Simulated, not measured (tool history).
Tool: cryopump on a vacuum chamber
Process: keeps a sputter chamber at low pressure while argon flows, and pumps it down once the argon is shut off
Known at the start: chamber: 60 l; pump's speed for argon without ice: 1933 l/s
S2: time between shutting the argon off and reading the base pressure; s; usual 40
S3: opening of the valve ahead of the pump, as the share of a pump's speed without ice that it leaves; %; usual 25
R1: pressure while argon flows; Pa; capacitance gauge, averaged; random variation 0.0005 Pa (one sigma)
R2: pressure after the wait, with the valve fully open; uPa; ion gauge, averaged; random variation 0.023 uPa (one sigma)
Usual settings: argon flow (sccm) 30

Run 1, hour 0: usual settings. Result: R1 0.1082 Pa, R2 1.34 uPa.
Run 2, hour 70.7: usual settings. Result: R1 0.1081 Pa, R2 1.35 uPa.
Run 3, hour 160.1: usual settings. Result: R1 0.1093 Pa, R2 1.4 uPa.
Run 4, hour 218: usual settings but argon flow (sccm) 45. Result: R1 0.1648 Pa, R2 1.4 uPa.
Run 5, hour 290.3: usual settings. Result: R1 0.1103 Pa, R2 1.42 uPa.
Run 6, hour 393.4: usual settings. Result: R1 0.1113 Pa, R2 1.49 uPa.
At hour 450.6: pump warmed up, emptied and cooled again.
Run 7, hour 460.2: usual settings. Result: R1 0.105 Pa, R2 1.32 uPa.
Run 8, hour 532.1: usual settings. Result: R1 0.1056 Pa, R2 1.34 uPa.
Run 9, hour 586.5: usual settings but argon flow (sccm) 31. Result: R1 0.1104 Pa, R2 1.36 uPa.
Run 10, hour 676.4: usual settings. Result: R1 0.1073 Pa, R2 1.4 uPa.
At hour 724.4: leaking fittings of the chamber tightened, without venting.
Run 11, hour 790.6: usual settings. Result: R1 0.1078 Pa, R2 0.87 uPa.
Run 12, hour 867.3: usual settings. Result: R1 0.1081 Pa, R2 0.84 uPa.
Run 13, hour 931.9: usual settings. Result: R1 0.1097 Pa, R2 0.88 uPa.
Run 14, hour 996.7: usual settings. Result: R1 0.1098 Pa, R2 0.9 uPa.
Run 15, hour 1092.7: usual settings but argon flow (sccm) 55. Result: R1 0.2026 Pa, R2 0.89 uPa.
At hour 1183: pump warmed up, emptied and cooled again.
Run 16, hour 1185.4: usual settings but S2 24 s. Result: R1 0.1045 Pa, R2 1.35 uPa.
Run 17, hour 1235.2: usual settings. Result: R1 0.1062 Pa, R2 0.92 uPa.
Run 18, hour 1335.1: usual settings. Result: R1 0.1068 Pa, R2 0.92 uPa.
Run 19, hour 1412.8: usual settings but argon flow (sccm) 46, S2 25 s, S3 57 %. Result: R1 0.0735 Pa, R2 1.28 uPa.
Run 20, hour 1497.7: usual settings but argon flow (sccm) 14, S2 137 s, S3 40 %. Result: R1 0.0315 Pa, R2 0.51 uPa.
Run 21, hour 1545.3: usual settings but argon flow (sccm) 14, S2 137 s, S3 40 %. Result: R1 0.0327 Pa, R2 0.48 uPa.
Run 22, hour 1651.3: usual settings but argon flow (sccm) 14, S2 137 s, S3 20 %. Result: R1 0.0628 Pa, R2 0.51 uPa.
Run 23, hour 1722.3: usual settings but argon flow (sccm) 20, S3 52 %. Result: R1 0.0372 Pa, R2 1.02 uPa.
Run 24, hour 1769.9: usual settings but S2 30 s, S3 19 %. Result: R1 0.1439 Pa, R2 1.25 uPa.
Run 25, hour 1818.6: usual settings but S2 30 s, S3 19 %. Result: R1 0.1442 Pa, R2 1.3 uPa.
At hour 1912.9: pump warmed up, emptied and cooled again.
Run 26, hour 1933.2: usual settings but argon flow (sccm) 31, S3 35 %. Result: R1 0.0779 Pa, R2 1 uPa.
Run 27, hour 2041.3: usual settings but argon flow (sccm) 28, S2 58 s, S3 26 %. Result: R1 0.096 Pa, R2 0.85 uPa.
Run 28, hour 2112.1: usual settings but argon flow (sccm) 24, S2 58 s, S3 30 %. Result: R1 0.0715 Pa, R2 0.82 uPa.
Run 29, hour 2157.9: usual settings but argon flow (sccm) 35, S2 92 s. Result: R1 0.1257 Pa, R2 0.7 uPa.
Run 30, hour 2232.6: usual settings but argon flow (sccm) 35, S2 92 s. Result: R1 0.1268 Pa, R2 0.75 uPa.
Run 31, hour 2333.6: usual settings but argon flow (sccm) 60, S2 189 s, S3 41 %. Result: R1 0.1361 Pa, R2 0.58 uPa.
Run 32, hour 2439.6: usual settings but argon flow (sccm) 37, S2 148 s, S3 39 %. Result: R1 0.0894 Pa, R2 0.69 uPa.
Run 33, hour 2501.7: usual settings but argon flow (sccm) 26, S2 148 s, S3 39 %. Result: R1 0.0637 Pa, R2 0.67 uPa.
Run 34, hour 2578.3: usual settings but argon flow (sccm) 26, S2 148 s, S3 39 %. Result: R1 0.0637 Pa, R2 0.72 uPa.

The same runs without the tool's hidden state, with the same run-to-run variation:
The hidden state here: pump's speed, % of a pump's without ice; cold plate's temperature, K; leak into the chamber, uPa l/s; drift of the gauge itself on working_pa, %; drift of the gauge itself on base_upa, %.
run      R1    R2
  1  0.1053  0.82
  2  0.1046  0.81
  3  0.1049  0.82
  4  0.1573   0.8
  5  0.1047  0.79
  6  0.1046  0.81
  7  0.1046  0.81
  8  0.1046   0.8
  9  0.1089  0.79
 10  0.1051   0.8
 11  0.1047  0.83
 12  0.1043  0.78
 13  0.1054  0.81
 14  0.1049  0.81
 15  0.1918  0.78
 16   0.104  1.26
 17  0.1054  0.83
 18  0.1052   0.8
 19  0.0701  1.14
 20  0.0302  0.35
 21  0.0311  0.31
 22  0.0607  0.31
 23  0.0337  0.81
 24  0.1383  1.02
 25  0.1382  1.05
 26  0.0771  0.81
 27  0.0945  0.62
 28  0.0697  0.58
 29  0.1227  0.44
 30   0.123  0.47
 31  0.1276  0.27
 32  0.0828  0.33
 33  0.0585  0.31
 34  0.0578  0.32
